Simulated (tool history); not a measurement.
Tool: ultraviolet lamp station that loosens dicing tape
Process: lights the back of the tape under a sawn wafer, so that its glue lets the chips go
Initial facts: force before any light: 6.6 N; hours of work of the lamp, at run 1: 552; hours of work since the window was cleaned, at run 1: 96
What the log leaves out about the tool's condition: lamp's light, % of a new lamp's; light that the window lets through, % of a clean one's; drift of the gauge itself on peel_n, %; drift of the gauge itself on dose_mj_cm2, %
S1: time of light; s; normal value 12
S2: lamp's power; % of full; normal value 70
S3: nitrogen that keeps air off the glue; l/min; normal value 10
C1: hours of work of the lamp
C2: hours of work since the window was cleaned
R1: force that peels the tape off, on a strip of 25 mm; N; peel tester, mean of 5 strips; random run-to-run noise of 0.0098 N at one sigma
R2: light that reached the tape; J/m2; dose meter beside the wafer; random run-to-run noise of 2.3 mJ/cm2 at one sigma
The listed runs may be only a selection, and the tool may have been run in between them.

| run | day | S1 | S2 | S3 | C1 | C2 | R1 | R2 |
|---|---|---|---|---|---|---|---|---|
| 1 | 0 | 12 | 70 | 10 | 552 | 96 | 0.973 | 1290 |
| 2 | 0.512 | 12 | 70 | 10 | 560 | 104 | 0.982 | 1300 |
| 3 | 1.338 | 12 | 70 | 10 | 572 | 116 | 0.988 | 1270 |
| 4 | 2.038 | 6 | 70 | 10 | 582 | 126 | 2.433 | 620 |
| 5 | 3 | 6 | 70 | 10 | 596 | 140 | 2.563 | 610 |
| 6 | 3.729 | 6 | 70 | 10 | 606 | 151 | 2.577 | 610 |
| 7 | 4.2 | 6 | 70 | 10 | 613 | 157 | 2.691 | 610 |
| 8 | 4.767 | 12 | 70 | 10 | 621 | 166 | 1.083 | 1190 |
| 9 | 5.588 | 12 | 70 | 10 | 633 | 178 | 1.106 | 1170 |
| 10 | 6.312 | 12 | 70 | 10 | 644 | 188 | 1.147 | 1130 |
| 11 | 7.054 | 12 | 70 | 10 | 655 | 199 | 1.173 | 1130 |
| 12 | 7.525 | 12 | 70 | 10 | 661 | 206 | 1.17 | 1130 |
| 13 | 8.308 | 12 | 70 | 10 | 673 | 217 | 1.296 | 1140 |
| 14 | 8.912 | 12 | 70 | 10 | 682 | 226 | 1.258 | 1080 |
| 15 | 9.592 | 8 | 61 | 8 | 691 | 236 | 2.593 | 640 |
|  | 9.783 | lamp changed |
| 16 | 10.529 | 8 | 61 | 8 | 11 | 249 | 1.389 | 1140 |
| 17 | 11.404 | 18 | 75 | 8 | 24 | 261 | 0.273 | 3100 |
| 18 | 12.012 | 18 | 83 | 6 | 32 | 270 | 0.272 | 3360 |
| 19 | 12.554 | 9 | 74 | 6 | 40 | 278 | 1.019 | 1450 |
| 20 | 13.046 | 9 | 74 | 6 | 47 | 285 | 1.032 | 1510 |
| 21 | 13.738 | 9 | 74 | 6 | 57 | 295 | 1.037 | 1450 |
| 22 | 14.396 | 9 | 74 | 6 | 67 | 305 | 1.076 | 1430 |
| 23 | 14.888 | 9 | 74 | 6 | 74 | 312 | 1.09 | 1410 |
| 24 | 15.629 | 15 | 74 | 6 | 85 | 323 | 0.466 | 2380 |
| 25 | 16.608 | 12 | 69 | 10 | 99 | 337 | 0.564 | 1740 |
| 26 | 17.162 | 12 | 65 | 13 | 107 | 345 | 0.535 | 1680 |
| 27 | 18.004 | 12 | 73 | 10 | 119 | 357 | 0.527 | 1800 |

What differs in the tool's unlogged condition from the final listed run ahead of each entry between runs to the first listed run following it?
After run 15, before run 16: lamp changed (day 9.783)
  lamp's light, % of a new lamp's: 55.1 -> 97.9; light that the window lets through, % of a clean one's: 94.8 -> 94.5
  the result without the hidden state subtracted from the measured one, R1: +1.403 -> +0.15 N; R2: -580 -> -90 J/m2

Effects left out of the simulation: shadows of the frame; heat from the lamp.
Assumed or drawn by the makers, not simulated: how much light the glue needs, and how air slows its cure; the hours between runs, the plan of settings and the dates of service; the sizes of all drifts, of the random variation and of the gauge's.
